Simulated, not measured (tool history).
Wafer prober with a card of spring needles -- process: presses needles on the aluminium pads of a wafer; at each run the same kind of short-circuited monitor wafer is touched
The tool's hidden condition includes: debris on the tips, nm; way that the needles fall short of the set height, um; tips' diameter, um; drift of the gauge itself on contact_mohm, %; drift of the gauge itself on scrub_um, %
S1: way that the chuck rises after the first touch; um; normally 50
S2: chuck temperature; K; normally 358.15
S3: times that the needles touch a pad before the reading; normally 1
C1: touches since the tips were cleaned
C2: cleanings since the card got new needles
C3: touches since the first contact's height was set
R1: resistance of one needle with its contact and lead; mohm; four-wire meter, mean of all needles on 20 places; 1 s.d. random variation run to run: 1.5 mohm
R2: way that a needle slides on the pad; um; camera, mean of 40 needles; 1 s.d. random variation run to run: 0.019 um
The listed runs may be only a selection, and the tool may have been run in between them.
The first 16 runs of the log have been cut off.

run    day  S1      S2  S3    C1  C2     C3   R1     R2
 17  4.612  50  328.15   1  7172  25  30397  124   8.37
     4.704  -- tips cleaned on abrasive film
 18  4.988  70  355.15   1  3928  26  35501  127  11.68
 19  5.204  32  365.15   1  6869  26  38442  142   5.33
     5.329  -- tips cleaned on abrasive film
 20  5.392  50  358.15   2   852  27  40964  129   8.35
 21  5.729  70  301.15   2  5519  27  45631  120  11.69
     5.967  -- tips cleaned on abrasive film
 22   6.05  50  358.15   2  1160  28  49987  133   8.38
 23  6.275  33  317.15   1  4216  28  53043  134   5.55
 24   6.45  32  333.15   2  6620  28  55447  136   5.34
     6.596  -- tips cleaned on abrasive film
 25  6.746  38  320.15   2  2073  29  59490  131   6.37
 26    7.1  50  329.15   1  6903  29  64320  129    8.4
     7.233  -- tips cleaned on abrasive film
 27  7.371  50  376.15   3  1867  30  67988  135    8.4
 28  7.762  50  328.15   2  7264  30  73385  129   8.38
     7.846  -- tips cleaned on abrasive film
 29    8.1  63  310.15   1  3513  31  77967  122  10.61
     8.471  -- tips cleaned on abrasive film
 30    8.5  38  358.15   2   382  32  83402  138   6.38
 31  8.758  38  358.15   2  3959  32  86979  138   6.41
 32  8.983  44  345.15   1  7045  32  90065  132   7.43
     9.083  -- tips cleaned on abrasive film
 33   9.35  35  345.15   3  3649  33  95047  137    5.9
 34  9.588  55  307.15   1  6905  33  98303  124   9.29

Each row is a separate what-if for the run after 34, all from the same tool condition, not one after another. Results?
     9.696  -- tips cleaned on abrasive film
  A  9.817  31  308.15   3  1668  34  101398   ?   ?
     9.696  -- tips cleaned on abrasive film
  B  9.817  50  358.15   2  1668  34  101398   ?   ?
     9.696  -- tips cleaned on abrasive film
  C  9.817  35  311.15   1  1668  34  101398   ?   ?

run   R1    R2
  A  131  5.25
  B  131  8.41
  C  135  5.88
The same runs, with their run-to-run variation unchanged, on a tool lacking any hidden condition would have given:
run   R1    R2
  A  131   5.1
  B  131  8.17
  C  135  5.71
